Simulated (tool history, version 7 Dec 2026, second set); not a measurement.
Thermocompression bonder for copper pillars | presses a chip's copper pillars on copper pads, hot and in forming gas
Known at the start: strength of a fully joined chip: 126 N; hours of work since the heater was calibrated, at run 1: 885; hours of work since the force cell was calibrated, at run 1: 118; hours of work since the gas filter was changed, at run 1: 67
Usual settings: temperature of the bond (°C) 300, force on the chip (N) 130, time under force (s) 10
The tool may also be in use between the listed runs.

| run | day | temperature of the bond (°C) | force on the chip (N) | time under force (s) | hours of work since the heater was calibrated | hours of work since the force cell was calibrated | hours of work since the gas filter was changed | force that shears a chip off (N) |
|---|---|---|---|---|---|---|---|---|
| 1 | 0 | 300 | 130 | 10 | 885 | 118 | 67 | 76.3 |
| 2 | 0.588 | 300 | 130 | 10 | 891 | 124 | 73 | 74.9 |
| 3 | 1.608 | 300 | 130 | 10 | 903 | 136 | 85 | 76.6 |
| 4 | 2.229 | 300 | 130 | 10 | 910 | 143 | 92 | 76.2 |
| 5 | 3.096 | 300 | 130 | 10 | 920 | 153 | 102 | 73.4 |
| 6 | 3.788 | 300 | 130 | 10 | 928 | 161 | 110 | 74.7 |
| 7 | 5.021 | 300 | 130 | 10 | 942 | 174 | 123 | 74.2 |
| 8 | 5.754 | 300 | 130 | 10 | 950 | 183 | 132 | 75.9 |
| 9 | 6.962 | 300 | 130 | 10 | 964 | 196 | 145 | 73.6 |
| 10 | 7.838 | 300 | 98 | 10 | 973 | 206 | 155 | 60.4 |
| 11 | 9.058 | 300 | 130 | 23 | 987 | 220 | 169 | 94.1 |
| 12 | 10.021 | 300 | 130 | 11 | 998 | 231 | 180 | 75.7 |
|  | 10.171 | heater calibrated with a thermocouple chip |
| 13 | 10.617 | 298 | 130 | 14 | 5 | 237 | 186 | 74.9 |
| 14 | 11.842 | 302 | 130 | 7 | 19 | 251 | 200 | 62.8 |
| 15 | 12.562 | 302 | 130 | 7 | 27 | 259 | 208 | 63.7 |
| 16 | 13.742 | 302 | 130 | 7 | 40 | 272 | 221 | 63.1 |
| 17 | 14.762 | 293 | 102 | 7 | 52 | 284 | 233 | 44.1 |
| 18 | 15.833 | 293 | 102 | 7 | 64 | 296 | 245 | 44.6 |
| 19 | 16.771 | 288 | 130 | 10 | 75 | 306 | 255 | 57.4 |
|  | 17.004 | heater calibrated with a thermocouple chip, once more |
| 20 | 18.042 | 300 | 79 | 17 | 12 | 320 | 269 | 65.9 |
| 21 | 18.738 | 300 | 79 | 17 | 20 | 328 | 277 | 67.8 |
| 22 | 19.367 | 323 | 131 | 7 | 27 | 335 | 284 | 91.6 |
| 23 | 20.058 | 300 | 130 | 11 | 35 | 343 | 292 | 81.9 |
| 24 | 21.212 | 300 | 130 | 11 | 48 | 356 | 305 | 80.5 |

Hidden state or all else? Some run-to-run changes of force that shears a chip off (N), split into what the settings, what came in and random variation would give without the hidden state, and what is left for the hidden state (with any gauge scatter that isn't in both results):
The hidden state here: true temperature of the bond over the reading, C; force that reaches the chip, % of what is set; oxide that the forming gas leaves, % of the face; drift of the gauge itself on shear_n, %.
Run 10 -> 11: force on the chip (N) 98 -> 130, time under force (s) 10 -> 23. force that shears a chip off (N) +33.7: hidden state -0.7, all else +34.4.
Run 12 -> 13: temperature of the bond (°C) 300 -> 298, time under force (s) 11 -> 14, heater calibrated with a thermocouple chip. force that shears a chip off (N) -0.8: hidden state -4.8, all else +4.
Run 19 -> 20: temperature of the bond (°C) 288 -> 300, force on the chip (N) 130 -> 79, time under force (s) 10 -> 17, heater calibrated with a thermocouple chip, once more. force that shears a chip off (N) +8.5: hidden state +11.3, all else -2.8.
Run 21 -> 22: temperature of the bond (°C) 300 -> 323, force on the chip (N) 79 -> 131, time under force (s) 17 -> 7. force that shears a chip off (N) +23.8: hidden state -0.8, all else +24.6.
